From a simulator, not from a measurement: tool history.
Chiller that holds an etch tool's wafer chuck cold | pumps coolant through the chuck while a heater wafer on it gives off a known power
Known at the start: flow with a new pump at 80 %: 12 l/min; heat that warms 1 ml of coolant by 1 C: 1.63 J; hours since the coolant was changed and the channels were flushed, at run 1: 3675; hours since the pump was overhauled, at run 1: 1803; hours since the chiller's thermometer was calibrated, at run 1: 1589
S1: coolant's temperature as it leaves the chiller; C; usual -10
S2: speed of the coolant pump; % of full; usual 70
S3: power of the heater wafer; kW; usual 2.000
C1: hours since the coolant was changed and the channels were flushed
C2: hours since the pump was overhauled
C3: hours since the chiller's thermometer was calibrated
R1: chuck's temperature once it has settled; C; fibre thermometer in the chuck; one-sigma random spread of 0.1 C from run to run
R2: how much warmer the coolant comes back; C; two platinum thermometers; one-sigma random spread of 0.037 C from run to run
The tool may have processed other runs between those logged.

Run 1, hour 0.0: usual settings; C1 3675; C2 1803; C3 1589. Result: R1 4.2 C, R2 7.00 C.
Run 2, hour 28.6: usual settings; C1 3703; C2 1831; C3 1617. Result: R1 4.3 C, R2 6.98 C.
Run 3, hour 66.4: usual settings; C1 3741; C2 1869; C3 1655. Result: R1 4.2 C, R2 6.91 C.
Run 4, hour 96.3: usual settings; C1 3771; C2 1899; C3 1685. Result: R1 4.4 C, R2 6.90 C.
Run 5, hour 135.6: usual settings; C1 3810; C2 1938; C3 1724. Result: R1 4.3 C, R2 6.95 C.
Run 6, hour 180.6: usual settings; C1 3856; C2 1983; C3 1769. Result: R1 4.5 C, R2 6.82 C.
Run 7, hour 222.9: usual settings but S1 -20 C, S2 71 % of full; C1 3898; C2 2026; C3 1812. Result: R1 -5.8 C, R2 6.67 C.
Run 8, hour 247.6: usual settings but S1 -4 C, S2 71 % of full, S3 1.369 kW; C1 3922; C2 2050; C3 1836. Result: R1 5.8 C, R2 4.58 C.
Run 9, hour 285.4: usual settings but S1 -4 C, S2 71 % of full, S3 1.369 kW; C1 3960; C2 2088; C3 1874. Result: R1 5.7 C, R2 4.59 C.
Run 10, hour 313.0: usual settings but S1 -4 C, S2 71 % of full, S3 1.369 kW; C1 3988; C2 2116; C3 1902. Result: R1 5.6 C, R2 4.59 C.
Run 11, hour 347.1: usual settings but S1 -3 C, S2 86 % of full, S3 2.425 kW; C1 4022; C2 2150; C3 1936. Result: R1 11.9 C, R2 6.74 C.

Predict each of these 4 candidate next runs independently; none follows another, all start after run 11:
Run A, hour 384.0: usual settings but S1 -3 C, S2 86 % of full, S3 1.688 kW; C1 4059; C2 2187; C3 1973. Result: R1 ?, R2 ?.
Run B, hour 384.0: usual settings but S3 1.158 kW; C1 4059; C2 2187; C3 1973. Result: R1 ?, R2 ?.
Run C, hour 384.0: usual settings but S1 -3 C, S2 76 % of full, S3 2.449 kW; C1 4059; C2 2187; C3 1973. Result: R1 ?, R2 ?.
Run D, hour 384.0: usual settings but S2 77 % of full; C1 4059; C2 2187; C3 1973. Result: R1 ?, R2 ?.

run    R1    R2
  A   7.3  4.59
  B  -1.6  3.78
  C  13.6  7.70
  D   3.3  6.15
Without the tool's unlogged condition, the same runs would have read:
run    R1    R2
  A   7.3  4.81
  B  -1.6  4.01
  C  13.5  7.92
  D   3.3  6.37

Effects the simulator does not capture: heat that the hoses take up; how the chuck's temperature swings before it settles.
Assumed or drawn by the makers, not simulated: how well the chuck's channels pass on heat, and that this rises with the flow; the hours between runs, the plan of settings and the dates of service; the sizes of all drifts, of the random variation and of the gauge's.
